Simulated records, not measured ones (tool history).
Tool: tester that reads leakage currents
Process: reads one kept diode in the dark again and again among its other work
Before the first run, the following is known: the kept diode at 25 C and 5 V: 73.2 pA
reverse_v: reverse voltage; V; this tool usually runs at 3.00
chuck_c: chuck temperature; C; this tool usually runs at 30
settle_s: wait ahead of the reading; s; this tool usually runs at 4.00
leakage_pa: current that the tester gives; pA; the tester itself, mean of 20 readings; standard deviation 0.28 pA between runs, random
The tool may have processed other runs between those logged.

run 1 hour=0.0 | reverse_v=3.00 chuck_c=30 settle_s=4.00 | leakage_pa=90.51
run 2 hour=222.2 | reverse_v=3.00 chuck_c=30 settle_s=4.00 | leakage_pa=90.84
run 3 hour=420.2 | reverse_v=3.00 chuck_c=30 settle_s=4.00 | leakage_pa=90.67
run 4 hour=601.8 | reverse_v=2.47 chuck_c=30 settle_s=4.00 | leakage_pa=82.94
run 5 hour=732.7 | reverse_v=3.00 chuck_c=30 settle_s=2.81 | leakage_pa=90.36
run 6 hour=863.9 | reverse_v=3.00 chuck_c=24 settle_s=2.81 | leakage_pa=53.17
run 7 hour=1023.4 | reverse_v=3.00 chuck_c=24 settle_s=2.81 | leakage_pa=53.04
run 8 hour=1162.9 | reverse_v=3.00 chuck_c=24 settle_s=2.81 | leakage_pa=53.00
run 9 hour=1299.6 | reverse_v=3.00 chuck_c=30 settle_s=4.00 | leakage_pa=91.08
run 10 hour=1436.9 | reverse_v=3.00 chuck_c=30 settle_s=4.00 | leakage_pa=90.73
run 11 hour=1557.8 | reverse_v=3.00 chuck_c=30 settle_s=4.00 | leakage_pa=90.84
-- hour=1672.5 probe card cleaned and baked
-- hour=1733.0 chuck's temperature calibrated
run 12 hour=1759.8 | reverse_v=3.00 chuck_c=30 settle_s=4.00 | leakage_pa=90.60
run 13 hour=1860.7 | reverse_v=3.00 chuck_c=25 settle_s=4.00 | leakage_pa=57.87
run 14 hour=1962.2 | reverse_v=3.00 chuck_c=25 settle_s=4.00 | leakage_pa=58.18
run 15 hour=2105.8 | reverse_v=3.00 chuck_c=25 settle_s=4.00 | leakage_pa=58.19
run 16 hour=2213.1 | reverse_v=10.63 chuck_c=30 settle_s=4.00 | leakage_pa=162.81
run 17 hour=2414.5 | reverse_v=10.63 chuck_c=30 settle_s=4.00 | leakage_pa=161.86
run 18 hour=2590.6 | reverse_v=3.00 chuck_c=30 settle_s=4.00 | leakage_pa=90.09
run 19 hour=2702.5 | reverse_v=3.00 chuck_c=30 settle_s=4.00 | leakage_pa=90.79
run 20 hour=2794.0 | reverse_v=11.39 chuck_c=24 settle_s=0.43 | leakage_pa=101.52
run 21 hour=3011.6 | reverse_v=11.39 chuck_c=24 settle_s=0.43 | leakage_pa=100.97
run 22 hour=3231.6 | reverse_v=11.39 chuck_c=24 settle_s=0.43 | leakage_pa=101.83
run 23 hour=3348.3 | reverse_v=11.39 chuck_c=24 settle_s=0.43 | leakage_pa=100.99
run 24 hour=3461.3 | reverse_v=11.39 chuck_c=24 settle_s=0.43 | leakage_pa=101.20
run 25 hour=3608.0 | reverse_v=11.39 chuck_c=24 settle_s=0.43 | leakage_pa=101.87
run 26 hour=3764.8 | reverse_v=11.79 chuck_c=43 settle_s=0.43 | leakage_pa=506.40
-- hour=3874.3 probe card cleaned and baked
run 27 hour=3952.6 | reverse_v=1.57 chuck_c=43 settle_s=0.43 | leakage_pa=199.29
run 28 hour=4064.3 | reverse_v=1.57 chuck_c=43 settle_s=0.43 | leakage_pa=200.63
run 29 hour=4173.8 | reverse_v=1.57 chuck_c=43 settle_s=0.43 | leakage_pa=199.98
run 30 hour=4350.7 | reverse_v=1.11 chuck_c=29 settle_s=4.71 | leakage_pa=52.93
-- hour=4430.8 chuck's temperature calibrated
run 31 hour=4535.1 | reverse_v=4.42 chuck_c=33 settle_s=0.61 | leakage_pa=141.92
run 32 hour=4653.0 | reverse_v=4.42 chuck_c=33 settle_s=0.61 | leakage_pa=140.33
run 33 hour=4837.4 | reverse_v=4.42 chuck_c=33 settle_s=0.61 | leakage_pa=140.93
run 34 hour=5030.4 | reverse_v=4.42 chuck_c=33 settle_s=3.06 | leakage_pa=140.25
run 35 hour=5125.2 | reverse_v=1.11 chuck_c=50 settle_s=4.00 | leakage_pa=296.73
run 36 hour=5215.4 | reverse_v=3.37 chuck_c=52 settle_s=0.36 | leakage_pa=573.65

5 ways to go on from here, each from the tool as it stands after run 36. What would each give?
run A hour=5429.4 | reverse_v=3.00 chuck_c=28 settle_s=0.31 | leakage_pa=?
run B hour=5429.4 | reverse_v=4.06 chuck_c=30 settle_s=1.77 | leakage_pa=?
run C hour=5429.4 | reverse_v=1.01 chuck_c=34 settle_s=0.70 | leakage_pa=?
run D hour=5429.4 | reverse_v=17.56 chuck_c=47 settle_s=2.95 | leakage_pa=?
run E hour=5429.4 | reverse_v=3.37 chuck_c=22 settle_s=0.36 | leakage_pa=?

run=A leakage_pa=77.54
run=B leakage_pa=104.44
run=C leakage_pa=77.57
run=D leakage_pa=828.28
run=E leakage_pa=47.89
With no hidden state in the tool, these same runs would have given:
run=A leakage_pa=77.45
run=B leakage_pa=104.33
run=C leakage_pa=77.52
run=D leakage_pa=827.65
run=E leakage_pa=47.82
